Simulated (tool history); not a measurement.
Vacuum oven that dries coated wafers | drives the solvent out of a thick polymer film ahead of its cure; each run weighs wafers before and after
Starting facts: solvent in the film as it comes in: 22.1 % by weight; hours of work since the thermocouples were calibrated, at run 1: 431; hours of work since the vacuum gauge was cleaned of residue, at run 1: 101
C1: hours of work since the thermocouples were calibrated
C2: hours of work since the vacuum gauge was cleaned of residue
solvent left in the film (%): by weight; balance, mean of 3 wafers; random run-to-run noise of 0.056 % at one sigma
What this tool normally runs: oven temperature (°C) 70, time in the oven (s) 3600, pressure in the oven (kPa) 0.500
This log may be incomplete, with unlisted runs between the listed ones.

{"run": 1, "day": 0.0, "oven temperature (°C)": 70, "time in the oven (s)": 3600, "pressure in the oven (kPa)": 0.5, "C1": 431, "C2": 101, "solvent left in the film (%)": 2.65}
{"run": 2, "day": 0.688, "oven temperature (°C)": 70, "time in the oven (s)": 3600, "pressure in the oven (kPa)": 0.5, "C1": 442, "C2": 112, "solvent left in the film (%)": 2.61}
{"run": 3, "day": 1.25, "oven temperature (°C)": 70, "time in the oven (s)": 3600, "pressure in the oven (kPa)": 0.5, "C1": 452, "C2": 122, "solvent left in the film (%)": 2.61}
{"run": 4, "day": 1.704, "oven temperature (°C)": 70, "time in the oven (s)": 3600, "pressure in the oven (kPa)": 0.5, "C1": 459, "C2": 129, "solvent left in the film (%)": 2.76}
{"run": 5, "day": 2.329, "oven temperature (°C)": 70, "time in the oven (s)": 3600, "pressure in the oven (kPa)": 0.5, "C1": 470, "C2": 139, "solvent left in the film (%)": 2.71}
{"run": 6, "day": 2.712, "oven temperature (°C)": 70, "time in the oven (s)": 3600, "pressure in the oven (kPa)": 0.5, "C1": 476, "C2": 146, "solvent left in the film (%)": 2.73}
{"run": 7, "day": 3.288, "oven temperature (°C)": 70, "time in the oven (s)": 3600, "pressure in the oven (kPa)": 0.5, "C1": 485, "C2": 155, "solvent left in the film (%)": 2.61}
{"run": 8, "day": 3.983, "oven temperature (°C)": 70, "time in the oven (s)": 3600, "pressure in the oven (kPa)": 0.5, "C1": 497, "C2": 167, "solvent left in the film (%)": 2.74}
{"run": 9, "day": 4.412, "oven temperature (°C)": 70, "time in the oven (s)": 3600, "pressure in the oven (kPa)": 0.5, "C1": 504, "C2": 174, "solvent left in the film (%)": 2.85}
{"run": 10, "day": 4.775, "oven temperature (°C)": 70, "time in the oven (s)": 3600, "pressure in the oven (kPa)": 0.5, "C1": 510, "C2": 180, "solvent left in the film (%)": 2.75}
{"run": 11, "day": 5.246, "oven temperature (°C)": 70, "time in the oven (s)": 3600, "pressure in the oven (kPa)": 0.325, "C1": 518, "C2": 187, "solvent left in the film (%)": 2.59}
{"run": 12, "day": 5.838, "oven temperature (°C)": 70, "time in the oven (s)": 3600, "pressure in the oven (kPa)": 0.325, "C1": 527, "C2": 197, "solvent left in the film (%)": 2.62}
{"run": 13, "day": 6.338, "oven temperature (°C)": 74, "time in the oven (s)": 3600, "pressure in the oven (kPa)": 0.325, "C1": 536, "C2": 206, "solvent left in the film (%)": 1.35}
{"run": 14, "day": 6.671, "oven temperature (°C)": 74, "time in the oven (s)": 3600, "pressure in the oven (kPa)": 1.776, "C1": 541, "C2": 211, "solvent left in the film (%)": 2.47}
{"run": 15, "day": 7.254, "oven temperature (°C)": 74, "time in the oven (s)": 3600, "pressure in the oven (kPa)": 1.776, "C1": 551, "C2": 221, "solvent left in the film (%)": 2.59}
{"run": 16, "day": 7.85, "oven temperature (°C)": 74, "time in the oven (s)": 3600, "pressure in the oven (kPa)": 0.5, "C1": 561, "C2": 230, "solvent left in the film (%)": 1.53}
{"run": 17, "day": 8.529, "oven temperature (°C)": 74, "time in the oven (s)": 3600, "pressure in the oven (kPa)": 0.5, "C1": 572, "C2": 242, "solvent left in the film (%)": 1.56}
{"run": 18, "day": 8.912, "oven temperature (°C)": 70, "time in the oven (s)": 3600, "pressure in the oven (kPa)": 0.5, "C1": 578, "C2": 248, "solvent left in the film (%)": 2.68}
{"run": 19, "day": 9.25, "oven temperature (°C)": 70, "time in the oven (s)": 3600, "pressure in the oven (kPa)": 0.5, "C1": 584, "C2": 254, "solvent left in the film (%)": 2.81}
{"run": 20, "day": 9.654, "oven temperature (°C)": 70, "time in the oven (s)": 3600, "pressure in the oven (kPa)": 0.5, "C1": 590, "C2": 260, "solvent left in the film (%)": 2.78}
{"run": 21, "day": 10.192, "oven temperature (°C)": 70, "time in the oven (s)": 3600, "pressure in the oven (kPa)": 0.5, "C1": 599, "C2": 269, "solvent left in the film (%)": 2.78}
{"run": 22, "day": 10.604, "oven temperature (°C)": 70, "time in the oven (s)": 4860, "pressure in the oven (kPa)": 0.5, "C1": 606, "C2": 276, "solvent left in the film (%)": 1.75}
{"run": 23, "day": 11.217, "oven temperature (°C)": 70, "time in the oven (s)": 4860, "pressure in the oven (kPa)": 0.5, "C1": 616, "C2": 286, "solvent left in the film (%)": 1.72}
{"run": 24, "day": 11.55, "oven temperature (°C)": 59, "time in the oven (s)": 5460, "pressure in the oven (kPa)": 0.597, "C1": 622, "C2": 292, "solvent left in the film (%)": 5.92}
{"run": 25, "day": 12.242, "oven temperature (°C)": 66, "time in the oven (s)": 5460, "pressure in the oven (kPa)": 0.387, "C1": 633, "C2": 303, "solvent left in the film (%)": 2.36}
{"run": 26, "day": 12.696, "oven temperature (°C)": 66, "time in the oven (s)": 5460, "pressure in the oven (kPa)": 0.387, "C1": 641, "C2": 310, "solvent left in the film (%)": 2.47}
{"run": 27, "day": 12.988, "oven temperature (°C)": 66, "time in the oven (s)": 5460, "pressure in the oven (kPa)": 0.387, "C1": 645, "C2": 315, "solvent left in the film (%)": 2.4}
{"run": 28, "day": 13.421, "oven temperature (°C)": 78, "time in the oven (s)": 2460, "pressure in the oven (kPa)": 0.828, "C1": 653, "C2": 322, "solvent left in the film (%)": 2.02}
{"run": 29, "day": 13.992, "oven temperature (°C)": 64, "time in the oven (s)": 6000, "pressure in the oven (kPa)": 0.828, "C1": 662, "C2": 332, "solvent left in the film (%)": 3.27}
{"run": 30, "day": 14.479, "oven temperature (°C)": 84, "time in the oven (s)": 2880, "pressure in the oven (kPa)": 0.485, "C1": 670, "C2": 340, "solvent left in the film (%)": 0.56}
{"run": 31, "day": 14.775, "oven temperature (°C)": 84, "time in the oven (s)": 4680, "pressure in the oven (kPa)": 1.032, "C1": 675, "C2": 345, "solvent left in the film (%)": 0.64}
{"run": 32, "day": 15.146, "oven temperature (°C)": 84, "time in the oven (s)": 4680, "pressure in the oven (kPa)": 1.032, "C1": 681, "C2": 351, "solvent left in the film (%)": 0.59}
{"run": 33, "day": 15.433, "oven temperature (°C)": 84, "time in the oven (s)": 4680, "pressure in the oven (kPa)": 1.032, "C1": 686, "C2": 356, "solvent left in the film (%)": 0.6}
{"run": 34, "day": 15.958, "oven temperature (°C)": 66, "time in the oven (s)": 4680, "pressure in the oven (kPa)": 1.967, "C1": 694, "C2": 364, "solvent left in the film (%)": 4.97}
{"run": 35, "day": 16.667, "oven temperature (°C)": 70, "time in the oven (s)": 3240, "pressure in the oven (kPa)": 1.718, "C1": 706, "C2": 376, "solvent left in the film (%)": 4.5}
{"run": 36, "day": 17.192, "oven temperature (°C)": 57, "time in the oven (s)": 5700, "pressure in the oven (kPa)": 0.5, "C1": 715, "C2": 385, "solvent left in the film (%)": 7.07}
{"run": 37, "day": 17.65, "oven temperature (°C)": 81, "time in the oven (s)": 2400, "pressure in the oven (kPa)": 1.118, "C1": 722, "C2": 392, "solvent left in the film (%)": 1.52}
{"run": 38, "day": 18.138, "oven temperature (°C)": 70, "time in the oven (s)": 2760, "pressure in the oven (kPa)": 1.964, "C1": 730, "C2": 400, "solvent left in the film (%)": 5.51}
{"run": 39, "day": 18.454, "oven temperature (°C)": 70, "time in the oven (s)": 2760, "pressure in the oven (kPa)": 1.964, "C1": 736, "C2": 405, "solvent left in the film (%)": 5.45}
{"run": 40, "day": 18.925, "oven temperature (°C)": 61, "time in the oven (s)": 2820, "pressure in the oven (kPa)": 1.746, "C1": 743, "C2": 413, "solvent left in the film (%)": 10.01}
{"run": 41, "day": 19.342, "oven temperature (°C)": 84, "time in the oven (s)": 3600, "pressure in the oven (kPa)": 1.89, "C1": 750, "C2": 420, "solvent left in the film (%)": 1.19}
{"run": 42, "day": 19.688, "oven temperature (°C)": 84, "time in the oven (s)": 3600, "pressure in the oven (kPa)": 1.89, "C1": 756, "C2": 426, "solvent left in the film (%)": 1.18}
{"run": 43, "day": 20.221, "oven temperature (°C)": 56, "time in the oven (s)": 3600, "pressure in the oven (kPa)": 0.5, "C1": 765, "C2": 435, "solvent left in the film (%)": 10.38}
{"run": 44, "day": 20.562, "oven temperature (°C)": 82, "time in the oven (s)": 5640, "pressure in the oven (kPa)": 0.5, "C1": 770, "C2": 440, "solvent left in the film (%)": 0.42}
{"run": 45, "day": 20.967, "oven temperature (°C)": 70, "time in the oven (s)": 3960, "pressure in the oven (kPa)": 0.5, "C1": 777, "C2": 447, "solvent left in the film (%)": 2.64}
{"run": 46, "day": 21.604, "oven temperature (°C)": 70, "time in the oven (s)": 3960, "pressure in the oven (kPa)": 0.5, "C1": 788, "C2": 457, "solvent left in the film (%)": 2.51}

How would selected steps in solvent left in the film (%) from run to run divide? Give the signed amount a tool lacking its hidden state would still show from settings, what came in and random variation, and the signed amount left for the hidden state, including any gauge scatter that is not in both of the compared results.
Hidden state at play: true wafer temperature over the reading, C; true pressure over the reading, kPa; drift of the gauge itself on solvent_pct, %.
Run 40 -> 41: oven temperature (°C) 61 -> 84, time in the oven (s) 2820 -> 3600, pressure in the oven (kPa) 1.746 -> 1.890. solvent left in the film (%) -8.82: hidden state -0.58, all else -8.24.
Run 42 -> 43: oven temperature (°C) 84 -> 56, pressure in the oven (kPa) 1.890 -> 0.500. solvent left in the film (%) +9.20: hidden state +0.61, all else +8.59.
Run 43 -> 44: oven temperature (°C) 56 -> 82, time in the oven (s) 3600 -> 5640. solvent left in the film (%) -9.96: hidden state -0.65, all else -9.31.
